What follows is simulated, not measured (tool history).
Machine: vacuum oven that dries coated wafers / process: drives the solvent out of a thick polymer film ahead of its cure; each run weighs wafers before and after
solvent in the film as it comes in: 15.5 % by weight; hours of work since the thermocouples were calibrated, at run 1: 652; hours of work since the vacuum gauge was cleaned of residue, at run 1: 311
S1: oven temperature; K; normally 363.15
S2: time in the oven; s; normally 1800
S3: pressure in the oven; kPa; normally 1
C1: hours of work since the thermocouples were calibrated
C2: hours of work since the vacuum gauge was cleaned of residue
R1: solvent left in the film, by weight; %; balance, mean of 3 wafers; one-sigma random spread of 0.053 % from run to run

run	hour	S1	S2	S3	C1	C2	R1
1	0	363.15	1800	1	652	311	2.27
2	18.3	350.15	1800	1	660	318	5.3
3	27.5	350.15	1800	1	664	322	5.31
4	40.5	358.15	1800	1	669	328	3.24
5	55.7	358.15	1800	1	676	334	3.17
6	67.6	358.15	1800	1	681	339	3.22
7	84.5	358.15	1800	1	688	346	3.23
8	106.5	358.15	1800	1	697	356	3.17
9	126.6	363.15	1800	1	706	364	2.28
10	136.3	361.15	1800	1	710	368	2.66
11	158.7	354.15	1800	1	719	378	4.28
# hour 169.1: oven's thermocouples calibrated
12	179.8	363.15	1800	1	5	386	2.03
13	201	363.15	1800	1	13	395	2.05
14	215.7	363.15	1800	1.72	20	401	2.85
15	233.1	363.15	1800	1.72	27	408	2.85
16	245.5	363.15	1800	1.72	32	413	2.99
17	256.5	363.15	1800	1.72	37	418	3
18	278.7	363.15	1800	1.72	46	427	3.07
19	289.2	363.15	1800	1	51	432	2.1
20	311.7	363.15	1800	1	60	441	2.11
21	321.9	363.15	1800	1	64	446	2.21
22	338.4	363.15	1800	1	71	453	2.17
23	359.5	355.15	1800	1	80	461	3.8
24	370.1	357.15	2220	1	85	466	2.68
25	380.6	357.15	2220	1	89	470	2.75
26	401.7	364.15	960	2.05	98	479	4.62
27	420.9	369.15	1800	1	106	487	1.45
28	433	369.15	960	1	111	492	2.53

Run 29, settings as shown, results not yet in. Your forecast:
29	447.9	363.15	1800	1	118	499	?

R1: 2.17 %
If the tool had no hidden condition, the same run with the same run-to-run variation would have returned R1 1.87 %.
